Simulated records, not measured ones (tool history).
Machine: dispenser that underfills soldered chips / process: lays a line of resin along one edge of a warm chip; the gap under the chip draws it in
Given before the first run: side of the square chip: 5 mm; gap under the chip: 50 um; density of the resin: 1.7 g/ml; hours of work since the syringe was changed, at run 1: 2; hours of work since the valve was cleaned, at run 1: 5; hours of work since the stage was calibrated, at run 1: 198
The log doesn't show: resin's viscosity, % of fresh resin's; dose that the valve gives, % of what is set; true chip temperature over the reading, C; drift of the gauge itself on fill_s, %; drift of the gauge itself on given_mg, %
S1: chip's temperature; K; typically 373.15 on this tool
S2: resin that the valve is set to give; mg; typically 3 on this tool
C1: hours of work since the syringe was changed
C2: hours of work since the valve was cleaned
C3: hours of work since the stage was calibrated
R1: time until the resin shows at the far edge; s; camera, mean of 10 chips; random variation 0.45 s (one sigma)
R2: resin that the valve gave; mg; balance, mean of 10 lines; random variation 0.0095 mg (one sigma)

Run 1, hour 0: usual settings; C1 2; C2 5; C3 198. Result: R1 35.3 s, R2 2.997 mg.
At hour 5.9: new syringe of resin.
Run 2, hour 8.8: usual settings; C1 2; C2 11; C3 204. Result: R1 34.5 s, R2 2.991 mg.
At hour 15.4: new syringe of resin.
Run 3, hour 20.1: usual settings but S1 362.15 K; C1 3; C2 19; C3 212. Result: R1 57.7 s, R2 2.976 mg.
At hour 25.2: new syringe of resin.
Run 4, hour 27.4: usual settings; C1 2; C2 25; C3 217. Result: R1 34.1 s, R2 2.967 mg.
At hour 34.7: new syringe of resin.
Run 5, hour 36.9: usual settings; C1 2; C2 31; C3 224. Result: R1 34.1 s, R2 2.967 mg.
At hour 43.8: new syringe of resin.
Run 6, hour 48.6: usual settings but S2 2.52 mg; C1 4; C2 39; C3 232. Result: R1 39.6 s, R2 2.464 mg.
At hour 52.6: new syringe of resin.
Run 7, hour 54.3: usual settings but S2 3.41 mg; C1 1; C2 43; C3 236. Result: R1 33.7 s, R2 3.354 mg.
Run 8, hour 60.2: usual settings but S1 378.15 K, S2 3.41 mg; C1 6; C2 48; C3 240. Result: R1 32.5 s, R2 3.355 mg.
At hour 61.6: new syringe of resin.
At hour 70.9: new syringe of resin.
Run 9, hour 71.8: usual settings; C1 1; C2 56; C3 248. Result: R1 33.4 s, R2 2.954 mg.
Run 10, hour 78.5: usual settings; C1 5; C2 60; C3 253. Result: R1 40.3 s, R2 2.938 mg.
At hour 79.9: new syringe of resin.
Run 11, hour 85: usual settings but S1 358.15 K; C1 4; C2 65; C3 258. Result: R1 67.8 s, R2 2.919 mg.
At hour 88.6: new syringe of resin.
At hour 97.4: new syringe of resin.
Run 12, hour 98.5: usual settings but S1 363.15 K; C1 1; C2 74; C3 267. Result: R1 49.2 s, R2 2.93 mg.
At hour 106.4: new syringe of resin.
Run 13, hour 110.6: usual settings but S1 363.15 K; C1 3; C2 83; C3 276. Result: R1 54.7 s, R2 2.919 mg.
At hour 115.7: new syringe of resin.
Run 14, hour 118: usual settings but S2 2.68 mg; C1 2; C2 88; C3 281. Result: R1 36.7 s, R2 2.595 mg.
At hour 125.3: new syringe of resin.
Run 15, hour 125.5: usual settings but S2 2.68 mg; C1 0; C2 93; C3 286. Result: R1 33.9 s, R2 2.616 mg.
At hour 130.7: dispensing valve cleaned and set on the balance.
At hour 135.2: new syringe of resin.
Run 16, hour 135.2: usual settings but S2 2.68 mg; C1 0; C2 3; C3 292. Result: R1 33.1 s, R2 2.693 mg.
Run 17, hour 141.3: usual settings but S1 381.15 K; C1 4; C2 7; C3 297. Result: R1 28.4 s, R2 2.994 mg.
At hour 144.1: new syringe of resin.
Run 18, hour 147.2: usual settings but S1 381.15 K; C1 2; C2 12; C3 301. Result: R1 26.4 s, R2 2.981 mg.
At hour 152.9: new syringe of resin.
Run 19, hour 158.3: usual settings but S1 380.15 K, S2 3.45 mg; C1 4; C2 19; C3 308. Result: R1 28.4 s, R2 3.416 mg.
At hour 161.7: new syringe of resin.
Run 20, hour 169.2: usual settings but S1 380.15 K, S2 3.45 mg; C1 5; C2 27; C3 316. Result: R1 30.4 s, R2 3.442 mg.
At hour 170.7: new syringe of resin.
Run 21, hour 175.2: usual settings but S1 383.15 K, S2 2.78 mg; C1 3; C2 31; C3 320. Result: R1 24.6 s, R2 2.757 mg.
At hour 179.8: new syringe of resin.
Run 22, hour 183: usual settings but S1 383.15 K, S2 2.78 mg; C1 2; C2 37; C3 326. Result: R1 25.2 s, R2 2.755 mg.
At hour 188.9: new syringe of resin.
Run 23, hour 190.1: usual settings but S1 383.15 K, S2 2.78 mg; C1 1; C2 41; C3 331. Result: R1 23.3 s, R2 2.734 mg.
At hour 197.8: new syringe of resin.
Run 24, hour 201.8: usual settings but S1 365.15 K, S2 3.46 mg; C1 3; C2 50; C3 339. Result: R1 48.6 s, R2 3.414 mg.
At hour 206.6: new syringe of resin.
Run 25, hour 210.2: usual settings but S1 365.15 K, S2 3.46 mg; C1 3; C2 56; C3 345. Result: R1 46.7 s, R2 3.406 mg.
At hour 216.3: new syringe of resin.
Run 26, hour 222: usual settings but S1 360.15 K, S2 2.62 mg; C1 4; C2 64; C3 353. Result: R1 64.6 s, R2 2.557 mg.
At hour 225.3: new syringe of resin.
Run 27, hour 233.4: usual settings but S1 360.15 K, S2 2.62 mg; C1 6; C2 72; C3 361. Result: R1 71 s, R2 2.576 mg.

Run 28 has not been measured yet. What should we expect?
At hour 234.4: new syringe of resin.
Run 28, hour 241.5: usual settings but S1 384.15 K, S2 3.77 mg; C1 5; C2 78; C3 367. Result: R1 ?, R2 ?.

Run 28 measured R1 25.9 s, R2 3.689 mg.
Had the tool carried no hidden state, the very same run would have given R1 22.7 s, R2 3.773 mg.

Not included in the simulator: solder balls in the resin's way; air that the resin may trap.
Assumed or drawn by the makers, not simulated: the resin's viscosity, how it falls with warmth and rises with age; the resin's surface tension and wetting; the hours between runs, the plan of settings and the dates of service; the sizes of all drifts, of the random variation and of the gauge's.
